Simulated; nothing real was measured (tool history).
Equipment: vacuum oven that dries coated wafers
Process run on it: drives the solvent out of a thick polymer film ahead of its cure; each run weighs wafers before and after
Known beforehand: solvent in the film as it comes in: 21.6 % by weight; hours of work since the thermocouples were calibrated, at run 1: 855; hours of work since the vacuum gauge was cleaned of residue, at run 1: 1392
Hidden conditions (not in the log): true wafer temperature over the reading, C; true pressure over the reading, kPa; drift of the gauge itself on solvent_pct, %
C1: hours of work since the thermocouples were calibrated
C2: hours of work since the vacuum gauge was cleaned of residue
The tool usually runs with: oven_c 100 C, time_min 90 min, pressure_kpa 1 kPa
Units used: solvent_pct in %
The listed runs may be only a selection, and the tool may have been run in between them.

Run 1, hour 0: usual settings; C1 855; C2 1392. Result: solvent_pct 1.66 %.
Run 2, hour 47.4: usual settings; C1 881; C2 1418. Result: solvent_pct 1.61 %.
Run 3, hour 116.2: usual settings but time_min 54 min; C1 919; C2 1455. Result: solvent_pct 3.65 %.
Run 4, hour 200.2: usual settings but time_min 54 min; C1 965; C2 1501. Result: solvent_pct 3.82 %.
Run 5, hour 309.6: usual settings but time_min 54 min; C1 1025; C2 1561. Result: solvent_pct 3.79 %.
Run 6, hour 408.6: usual settings but pressure_kpa 2.58 kPa; C1 1079; C2 1615. Result: solvent_pct 2.6 %.
Run 7, hour 457.8: usual settings but pressure_kpa 0.82 kPa; C1 1106; C2 1642. Result: solvent_pct 1.48 %.
Run 8, hour 529: usual settings but pressure_kpa 0.82 kPa; C1 1145; C2 1681. Result: solvent_pct 1.49 %.
Run 9, hour 625.7: usual settings but pressure_kpa 0.82 kPa; C1 1198; C2 1734. Result: solvent_pct 1.5 %.
Run 10, hour 713.2: usual settings but oven_c 114 C; C1 1245; C2 1782. Result: solvent_pct 0.42 %.
Run 11, hour 786: usual settings but time_min 72 min; C1 1285; C2 1822. Result: solvent_pct 2.38 %.
Run 12, hour 850.1: usual settings but time_min 72 min; C1 1320; C2 1857. Result: solvent_pct 2.43 %.
Run 13, hour 958.7: usual settings but time_min 72 min; C1 1380; C2 1916. Result: solvent_pct 2.47 %.
Run 14, hour 1032.3: usual settings but time_min 72 min; C1 1420; C2 1957. Result: solvent_pct 2.51 %.
Run 15, hour 1120.9: usual settings but time_min 160 min; C1 1469; C2 2005. Result: solvent_pct 0.68 %.
Run 16, hour 1230: usual settings but oven_c 107 C, time_min 160 min, pressure_kpa 0.5 kPa; C1 1528; C2 2065. Result: solvent_pct 0.27 %.
Run 17, hour 1297.2: usual settings but oven_c 112 C, time_min 117 min; C1 1565; C2 2101. Result: solvent_pct 0.42 %.
Run 18, hour 1404.3: usual settings but oven_c 102 C, time_min 120 min; C1 1624; C2 2160. Result: solvent_pct 0.92 %.
Run 19, hour 1454.6: usual settings but oven_c 102 C, time_min 120 min; C1 1651; C2 2188. Result: solvent_pct 0.82 %.
At hour 1506.8: oven's thermocouples calibrated.
Run 20, hour 1528.7: usual settings but oven_c 102 C, time_min 84 min, pressure_kpa 0.72 kPa; C1 12; C2 2227. Result: solvent_pct 1.37 %.
Run 21, hour 1624: usual settings but oven_c 85 C, time_min 77 min, pressure_kpa 0.55 kPa; C1 64; C2 2279. Result: solvent_pct 7 %.
Run 22, hour 1718.8: usual settings but oven_c 90 C, time_min 60 min, pressure_kpa 3.43 kPa; C1 116; C2 2331. Result: solvent_pct 8.45 %.
Run 23, hour 1819: usual settings but oven_c 90 C, time_min 60 min, pressure_kpa 3.43 kPa; C1 171; C2 2386. Result: solvent_pct 8.4 %.
Run 24, hour 1921.4: usual settings but oven_c 90 C, time_min 60 min, pressure_kpa 3.43 kPa; C1 227; C2 2442. Result: solvent_pct 8.29 %.
Run 25, hour 2017.7: usual settings but oven_c 94 C, time_min 159 min, pressure_kpa 0.52 kPa; C1 280; C2 2495. Result: solvent_pct 0.97 %.
Run 26, hour 2100.4: usual settings but time_min 67 min, pressure_kpa 0.63 kPa; C1 325; C2 2540. Result: solvent_pct 2.62 %.
Run 27, hour 2156.8: usual settings but oven_c 95 C, time_min 61 min, pressure_kpa 3.2 kPa; C1 356; C2 2571. Result: solvent_pct 6.28 %.
Run 28, hour 2267.1: usual settings but oven_c 95 C, time_min 86 min, pressure_kpa 3.2 kPa; C1 416; C2 2631. Result: solvent_pct 4.59 %.
Run 29, hour 2313.7: usual settings but oven_c 111 C, time_min 62 min, pressure_kpa 2.09 kPa; C1 442; C2 2657. Result: solvent_pct 1.41 %.

Each row is a separate what-if for the run after 29, all from the same tool condition, not one after another. Results?
Run A, hour 2386.2: usual settings but oven_c 111 C, time_min 62 min, pressure_kpa 1.59 kPa; C1 481; C2 2696. Result: solvent_pct ?.
Run B, hour 2386.2: usual settings but time_min 61 min; C1 481; C2 2696. Result: solvent_pct ?.
Run C, hour 2386.2: usual settings but oven_c 89 C, time_min 79 min, pressure_kpa 2.32 kPa; C1 481; C2 2696. Result: solvent_pct ?.
Run D, hour 2386.2: usual settings but oven_c 111 C, time_min 48 min, pressure_kpa 2.09 kPa; C1 481; C2 2696. Result: solvent_pct ?.
Run E, hour 2386.2: usual settings but oven_c 115 C, time_min 81 min, pressure_kpa 2.59 kPa; C1 481; C2 2696. Result: solvent_pct ?.

run  solvent_pct
  A         1.14
  B         3.09
  C         6.44
  D          1.9
  E         1.08
Had the tool no hidden state, the same runs would have come out as:
run  solvent_pct
  A         1.12
  B         3.06
  C          6.4
  D         1.87
  E         1.06

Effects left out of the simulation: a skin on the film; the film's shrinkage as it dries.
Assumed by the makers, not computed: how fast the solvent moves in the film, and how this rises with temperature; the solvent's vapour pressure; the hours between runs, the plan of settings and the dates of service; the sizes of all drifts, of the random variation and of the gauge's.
